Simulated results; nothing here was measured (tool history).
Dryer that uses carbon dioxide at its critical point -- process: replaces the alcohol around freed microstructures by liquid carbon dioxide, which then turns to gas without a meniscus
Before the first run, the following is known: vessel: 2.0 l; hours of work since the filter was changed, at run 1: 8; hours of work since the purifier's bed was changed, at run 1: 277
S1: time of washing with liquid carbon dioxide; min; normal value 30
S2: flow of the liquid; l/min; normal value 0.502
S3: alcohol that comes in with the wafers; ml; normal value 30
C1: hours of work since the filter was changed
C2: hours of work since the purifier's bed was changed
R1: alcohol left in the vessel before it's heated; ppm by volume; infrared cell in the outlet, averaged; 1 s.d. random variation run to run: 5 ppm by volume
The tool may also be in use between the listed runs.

run     day  S1     S2  S3   C1   C2   R1
  1   0.000  30  0.502  30    8  277   90
  2   1.200  30  0.502  30   21  290   89
  3   2.025  30  0.502  30   30  299   88
  4   2.950  30  0.502  30   39  309   97
  5   3.612  30  0.502  30   47  316   96
  6   4.508  30  0.502  30   56  325   93
  7   5.308  30  0.502  30   65  334  102
  8   6.292  30  0.502  30   75  344  100
  9   7.858  26  0.502  30   92  361  170
 10   8.933  30  0.502  30  103  372  123
 11  10.388  30  0.502  30  119  388  116
 12  11.417  30  0.502  30  129  399  139
 13  12.079  30  0.502  30  137  406  134
 14  12.738  30  0.502  26  144  413  132
 15  13.617  32  0.502  26  153  422  115
 16  15.196  43  0.336  26  170  439  154
 17  16.100  20  0.478  21  179  449  438
 18  17.546  25  0.798  24  195  464   82
     17.654  -- inlet filter changed
 19  18.275  25  0.502  33    7  471  196
 20  19.571  38  0.716  30   20  485   77
 21  20.871  22  0.716  53   34  499  138
 22  22.167  30  0.672  30   48  513   83
 23  22.854  30  0.672  30   55  520   85
 24  24.208  30  0.672  30   70  534   86
 25  25.071  30  0.672  30   79  543   92
 26  26.400  30  0.618  26   93  558  103
 27  27.954  35  0.645  24  109  574   96
 28  28.692  35  0.645  24  117  582   94

Each row is a separate what-if for the run after 28, all from the same tool condition, not one after another. Results?
  A  30.292  27  0.466  21  134  599   ?
  B  30.292  48  0.502  30  134  599   ?
  C  30.292  35  0.645  28  134  599   ?
  D  30.292  35  0.724  71  134  599   ?

run   R1
  A  198
  B   91
  C   93
  D   93
With the hidden condition removed and each run's random variation left untouched, the same runs would have given:
run  R1
  A  76
  B   5
  C   8
  D   6

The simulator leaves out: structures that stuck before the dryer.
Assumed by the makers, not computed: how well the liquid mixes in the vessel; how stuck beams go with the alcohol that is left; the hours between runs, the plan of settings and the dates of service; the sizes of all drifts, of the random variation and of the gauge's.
